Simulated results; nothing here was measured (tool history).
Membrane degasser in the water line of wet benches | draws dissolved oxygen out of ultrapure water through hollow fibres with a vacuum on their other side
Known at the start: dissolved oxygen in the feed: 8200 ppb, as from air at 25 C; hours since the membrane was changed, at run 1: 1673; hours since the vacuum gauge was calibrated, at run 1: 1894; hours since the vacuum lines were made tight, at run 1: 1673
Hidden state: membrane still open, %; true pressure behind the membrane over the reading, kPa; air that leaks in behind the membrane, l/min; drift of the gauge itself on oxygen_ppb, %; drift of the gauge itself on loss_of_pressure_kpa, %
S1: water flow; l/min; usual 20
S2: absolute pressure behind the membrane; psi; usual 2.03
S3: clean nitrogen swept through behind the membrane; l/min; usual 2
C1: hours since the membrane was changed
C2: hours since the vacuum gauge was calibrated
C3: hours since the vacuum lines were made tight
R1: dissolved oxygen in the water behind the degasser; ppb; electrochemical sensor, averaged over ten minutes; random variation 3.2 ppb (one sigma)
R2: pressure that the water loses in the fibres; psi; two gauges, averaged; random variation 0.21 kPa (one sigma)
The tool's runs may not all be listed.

run	hour	S1	S2	S3	C1	C2	C3	R1	R2
1	0	20	2.03	2	1673	1894	1673	329.8	7.237
2	96.6	20	2.03	2	1770	1991	1770	333.2	7.239
3	266.6	20	2.03	2	1940	2161	1940	331.3	7.213
4	375.9	20	2.03	2	2049	2270	2049	328.8	7.224
5	491.1	20	2.03	2	2164	2385	2164	332.6	7.268
6	688.8	20	2.03	2	2362	2583	2362	333.2	7.224
7	886.3	20	2.03	2	2560	2780	2560	330.2	7.188
8	1036.9	20	2.03	2	2710	2931	2710	335	7.181
9	1211.5	20	2.03	2	2885	3106	2885	333.1	7.176
# hour 1371.6: vacuum gauge calibrated
10	1385.3	20	2.03	4.18	3058	14	3058	211	7.191
11	1518.6	20	2.03	4.18	3191	147	3191	208.1	7.203
12	1684.4	20	2.03	2	3357	313	3357	328.1	7.123
13	1861.1	27	1.23	1.15	3534	490	3534	485.4	9.668
14	2025.2	13	1.45	4.15	3698	654	3698	65.8	4.689
15	2192.4	12	1.45	3.09	3865	821	3865	74	4.268
16	2393.8	32	1.45	1.87	4067	1022	4067	601.9	11.48
17	2502.9	16	2.67	1.87	4176	1131	4176	336	5.73
18	2657	12	2.03	1.57	4330	1285	4330	201.1	4.329
19	2868.4	12	2.03	1.57	4541	1497	4541	201.5	4.296
20	3060.9	14	1.42	2	4734	1689	4734	128.9	4.983
21	3186.1	14	1.42	2	4859	1815	4859	131.1	5.01
22	3389.3	30	2.77	2	5062	2018	5062	788.5	10.695
23	3484.4	25	2.03	2	5157	2113	5157	481	8.933
24	3625.9	13	2.48	3.56	5299	2254	5299	135.9	4.634

The same runs without the tool's hidden state, with the same run-to-run variation:
run	R2
1	7.234
2	7.24
3	7.219
4	7.233
5	7.279
6	7.242
7	7.213
8	7.208
9	7.21
10	7.23
11	7.245
12	7.169
13	9.739
14	4.727
15	4.306
16	11.589
17	5.787
18	4.374
19	4.344
20	5.044
21	5.073
22	10.84
23	9.058
24	4.702
R1: within 1.1 ppb of the measured result in every run.
